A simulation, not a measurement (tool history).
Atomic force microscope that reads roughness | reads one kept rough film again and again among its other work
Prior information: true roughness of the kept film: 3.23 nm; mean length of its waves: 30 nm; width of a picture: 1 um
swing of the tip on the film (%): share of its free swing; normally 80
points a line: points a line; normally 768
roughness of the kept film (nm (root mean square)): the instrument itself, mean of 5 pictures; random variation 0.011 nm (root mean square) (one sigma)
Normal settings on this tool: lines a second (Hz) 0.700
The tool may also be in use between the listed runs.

run,hour,lines a second (Hz),swing of the tip on the film (%),points a line,roughness of the kept film (nm (root mean square))
1,0.0,0.700,80,768,2.355
2,5.2,0.700,80,768,2.312
3,15.2,0.700,80,768,2.290
4,23.9,0.700,80,284,2.243
5,34.7,0.700,80,768,2.245
6,41.5,0.700,80,768,2.242
7,46.9,0.700,80,768,2.216
8,53.8,0.700,80,768,2.180
9,64.7,0.700,80,768,2.166
10,75.8,0.700,80,768,2.121
11,82.9,0.700,80,768,2.104
12,91.9,0.700,80,768,2.083
13,98.1,0.700,80,768,2.087
14,107.2,0.700,80,768,2.045
# hour 115.4: new tip fitted
15,119.0,0.700,80,768,2.605
16,125.1,0.700,80,768,2.597
17,134.5,0.700,80,768,2.546
18,144.9,0.700,80,768,2.512
19,150.4,0.793,85,370,2.398
20,160.5,0.793,85,370,2.366
21,169.4,2.329,82,768,2.045
22,178.6,2.329,82,768,2.038
23,187.2,2.329,82,287,1.974
24,193.2,2.385,75,684,2.100
25,202.7,0.990,74,768,2.307
26,208.5,0.990,74,768,2.300
27,217.3,2.431,74,389,2.034
28,229.4,2.431,74,389,2.009
29,240.7,0.700,70,768,2.253
30,251.2,0.700,70,768,2.239
31,257.9,1.139,70,768,2.159
32,265.9,1.139,70,768,2.154
33,274.1,0.700,59,416,2.224
34,279.5,0.700,59,416,2.199
35,291.6,0.700,59,416,2.173

Consider 5 possible next runs. They are alternatives, not a sequence: every one starts from the tool as it was left by run 35. What does each give?
A,298.4,0.700,84,416,?
B,298.4,3.195,60,768,?
C,298.4,1.504,65,436,?
D,298.4,0.789,68,416,?
E,298.4,1.366,79,516,?

run,roughness of the kept film (nm (root mean square))
A,2.008
B,2.002
C,2.071
D,2.117
E,1.942
With no hidden state in the tool, these same runs would have given:
run,roughness of the kept film (nm (root mean square))
A,2.560
B,2.553
C,2.640
D,2.698
E,2.476
